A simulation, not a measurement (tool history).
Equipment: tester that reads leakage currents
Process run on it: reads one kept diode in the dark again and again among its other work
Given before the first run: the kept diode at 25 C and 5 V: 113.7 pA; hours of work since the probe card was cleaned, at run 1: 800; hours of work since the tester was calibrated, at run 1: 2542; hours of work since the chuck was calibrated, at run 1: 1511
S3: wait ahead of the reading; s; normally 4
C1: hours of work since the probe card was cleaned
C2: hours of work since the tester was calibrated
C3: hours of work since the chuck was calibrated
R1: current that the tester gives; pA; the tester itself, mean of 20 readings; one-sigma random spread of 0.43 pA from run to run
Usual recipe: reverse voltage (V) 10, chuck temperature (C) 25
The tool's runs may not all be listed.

Run 1, day 0: usual settings; C1 800; C2 2542; C3 1511. Result: R1 140.13 pA.
At day 0.996: tester calibrated.
Run 2, day 4.892: usual settings; C1 889; C2 72; C3 1600. Result: R1 142.8 pA.
At day 8.821: chuck's temperature calibrated.
Run 3, day 9.771: usual settings; C1 978; C2 162; C3 18. Result: R1 153.65 pA.
Run 4, day 13.133: usual settings; C1 1041; C2 224; C3 80. Result: R1 154.13 pA.
Run 5, day 18.683: usual settings; C1 1144; C2 327; C3 183. Result: R1 153.88 pA.
Run 6, day 23.112: usual settings; C1 1227; C2 410; C3 266. Result: R1 154.4 pA.
Run 7, day 28.712: usual settings; C1 1331; C2 514; C3 370. Result: R1 154.41 pA.
Run 8, day 31.629: usual settings; C1 1385; C2 568; C3 424. Result: R1 154.52 pA.
Run 9, day 36.692: usual settings; C1 1479; C2 662; C3 518. Result: R1 154.81 pA.
Run 10, day 41.454: usual settings; C1 1568; C2 751; C3 607. Result: R1 153.82 pA.
Run 11, day 45.396: usual settings; C1 1641; C2 824; C3 680. Result: R1 154.64 pA.
Run 12, day 47.929: usual settings; C1 1688; C2 871; C3 727. Result: R1 154.9 pA.
Run 13, day 51.958: usual settings; C1 1763; C2 946; C3 802. Result: R1 155.46 pA.
Run 14, day 56.5: usual settings but reverse voltage (V) 10.2; C1 1848; C2 1031; C3 887. Result: R1 157.04 pA.
Run 15, day 59.225: usual settings but reverse voltage (V) 10.2; C1 1898; C2 1081; C3 937. Result: R1 156.67 pA.
Run 16, day 63.7: usual settings; C1 1981; C2 1165; C3 1021. Result: R1 155.65 pA.
Run 17, day 67.279: usual settings; C1 2048; C2 1231; C3 1087. Result: R1 156.07 pA.
At day 69.596: probe card cleaned and baked.
Run 18, day 71.454: usual settings; C1 35; C2 1307; C3 1163. Result: R1 139.47 pA.
Run 19, day 75.45: usual settings; C1 109; C2 1381; C3 1237. Result: R1 139.45 pA.
Run 20, day 80.758: usual settings but reverse voltage (V) 5.3, chuck temperature (C) 20, S3 7.25 s; C1 208; C2 1480; C3 1336. Result: R1 69.32 pA.
Run 21, day 83.975: usual settings but reverse voltage (V) 5.3, chuck temperature (C) 20, S3 7.25 s; C1 267; C2 1539; C3 1395. Result: R1 69.74 pA.
Run 22, day 86.517: usual settings but reverse voltage (V) 3.5, S3 2.47 s; C1 315; C2 1587; C3 1443. Result: R1 97.84 pA.
Run 23, day 89.088: usual settings but reverse voltage (V) 7.9, chuck temperature (C) 37, S3 2.03 s; C1 363; C2 1635; C3 1491. Result: R1 383.15 pA.
Run 24, day 92.708: usual settings but reverse voltage (V) 2.7, chuck temperature (C) 41, S3 1.04 s; C1 430; C2 1702; C3 1558. Result: R1 376.53 pA.
Run 25, day 97.054: usual settings but reverse voltage (V) 2.7, chuck temperature (C) 41, S3 1.04 s; C1 511; C2 1783; C3 1639. Result: R1 376.09 pA.

Expected results for the next run?
At day 98.462: chuck's temperature calibrated.
Run 26, day 103.025: usual settings but reverse voltage (V) 17.9, chuck temperature (C) 41, S3 1.04 s; C1 620; C2 1892; C3 85. Result: R1 ?.

For run 26 the tool returned R1 725.87 pA.
The same run, on a tool lacking any hidden state, would have yielded R1 740.73 pA.
